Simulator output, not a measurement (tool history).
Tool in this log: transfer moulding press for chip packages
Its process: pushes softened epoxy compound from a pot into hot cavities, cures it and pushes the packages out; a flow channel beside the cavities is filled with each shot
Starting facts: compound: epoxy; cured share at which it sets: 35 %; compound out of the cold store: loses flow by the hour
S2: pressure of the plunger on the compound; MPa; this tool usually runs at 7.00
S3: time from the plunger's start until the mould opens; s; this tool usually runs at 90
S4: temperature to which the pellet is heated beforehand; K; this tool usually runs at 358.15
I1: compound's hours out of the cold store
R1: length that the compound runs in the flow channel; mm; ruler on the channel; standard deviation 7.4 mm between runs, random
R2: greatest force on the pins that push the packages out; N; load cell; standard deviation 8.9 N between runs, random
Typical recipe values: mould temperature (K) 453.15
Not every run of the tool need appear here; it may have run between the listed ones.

Run 1, day 0.000: usual settings; I1 20.8. Result: R1 835 mm, R2 383 N.
Run 2, day 0.675: usual settings; I1 9.3. Result: R1 895 mm, R2 414 N.
At day 0.988: cavities cleaned with cleaning compound and waxed.
Run 3, day 1.429: usual settings; I1 38.2. Result: R1 783 mm, R2 394 N.
Run 4, day 1.808: usual settings; I1 36.5. Result: R1 797 mm, R2 375 N.
Run 5, day 2.371: usual settings but S3 91 s; I1 13.7. Result: R1 885 mm, R2 389 N.
Run 6, day 2.975: usual settings but S3 91 s; I1 21.3. Result: R1 857 mm, R2 397 N.
Run 7, day 3.342: usual settings but S3 91 s; I1 10.1. Result: R1 897 mm, R2 388 N.
At day 3.646: cavities cleaned with cleaning compound and waxed.
Run 8, day 3.988: usual settings but S3 91 s; I1 35.7. Result: R1 793 mm, R2 390 N.
Run 9, day 4.704: usual settings but S3 91 s; I1 18.7. Result: R1 860 mm, R2 393 N.
Run 10, day 5.242: usual settings but S3 91 s; I1 18.8. Result: R1 860 mm, R2 405 N.
Run 11, day 5.929: usual settings but S3 91 s; I1 17.4. Result: R1 863 mm, R2 413 N.
At day 6.296: cavities cleaned with cleaning compound and waxed.
Run 12, day 6.308: usual settings but S4 365.15 K; I1 43.7. Result: R1 780 mm, R2 379 N.
Run 13, day 6.704: usual settings but S4 365.15 K; I1 44.0. Result: R1 777 mm, R2 386 N.
Run 14, day 7.046: usual settings but S4 365.15 K; I1 31.8. Result: R1 821 mm, R2 389 N.
Run 15, day 7.417: usual settings but S2 6.88 MPa; I1 11.8. Result: R1 864 mm, R2 407 N.
Run 16, day 7.892: usual settings but S2 6.88 MPa; I1 36.4. Result: R1 798 mm, R2 370 N.
Run 17, day 8.446: usual settings but S3 84 s; I1 46.9. Result: R1 781 mm, R2 433 N.
At day 8.967: cavities cleaned with cleaning compound and waxed.
Run 18, day 8.992: usual settings but S3 84 s; I1 39.1. Result: R1 788 mm, R2 416 N.
Run 19, day 9.342: usual settings but mould temperature (K) 448.15, S2 8.58 MPa, S3 84 s; I1 35.0. Result: R1 892 mm, R2 591 N.
Run 20, day 9.925: usual settings but mould temperature (K) 448.15, S2 8.58 MPa, S3 84 s; I1 12.5. Result: R1 983 mm, R2 630 N.
Run 21, day 10.321: usual settings but mould temperature (K) 448.15, S2 8.58 MPa, S3 84 s; I1 43.4. Result: R1 866 mm, R2 583 N.
Run 22, day 10.892: usual settings but S3 96 s, S4 363.15 K; I1 45.1. Result: R1 771 mm, R2 352 N.
At day 11.633: cavities cleaned with cleaning compound and waxed.
Run 23, day 11.679: usual settings but S3 126 s; I1 13.8. Result: R1 876 mm, R2 327 N.
Run 24, day 12.379: usual settings but S3 77 s, S4 359.15 K; I1 11.9. Result: R1 882 mm, R2 548 N.
Run 25, day 13.133: usual settings but S4 365.15 K; I1 25.6. Result: R1 840 mm, R2 391 N.
Run 26, day 13.625: usual settings but mould temperature (K) 445.15, S2 7.46 MPa; I1 27.7. Result: R1 876 mm, R2 642 N.
Run 27, day 14.154: usual settings but mould temperature (K) 457.15, S2 7.51 MPa, S3 127 s, S4 356.15 K; I1 18.2. Result: R1 866 mm, R2 329 N.

5 options for the next run, each taken on its own from the tool as it stands now. Forecast them:
At day 14.308: cavities cleaned with cleaning compound and waxed.
Run A, day 14.875: usual settings but S3 108 s, S4 350.15 K; I1 35.8. Result: R1 ?, R2 ?.
At day 14.308: cavities cleaned with cleaning compound and waxed.
Run B, day 14.875: usual settings but mould temperature (K) 445.15, S2 7.90 MPa, S3 80 s, S4 356.15 K; I1 43.9. Result: R1 ?, R2 ?.
At day 14.308: cavities cleaned with cleaning compound and waxed.
Run C, day 14.875: usual settings but S2 7.20 MPa, S3 87 s; I1 26.1. Result: R1 ?, R2 ?.
At day 14.308: cavities cleaned with cleaning compound and waxed.
Run D, day 14.875: usual settings but mould temperature (K) 456.15, S2 6.27 MPa, S3 74 s, S4 356.15 K; I1 16.2. Result: R1 ?, R2 ?.
At day 14.308: cavities cleaned with cleaning compound and waxed.
Run E, day 14.875: usual settings but mould temperature (K) 457.15, S4 355.15 K; I1 46.7. Result: R1 ?, R2 ?.

run   R1   R2
  A  798  341
  B  842  803
  C  844  413
  D  815  470
  E  762  337
Stripped of hidden state, with their random variation kept, the same runs would have yielded:
run   R1   R2
  A  798  340
  B  843  801
  C  844  412
  D  815  469
  E  763  336
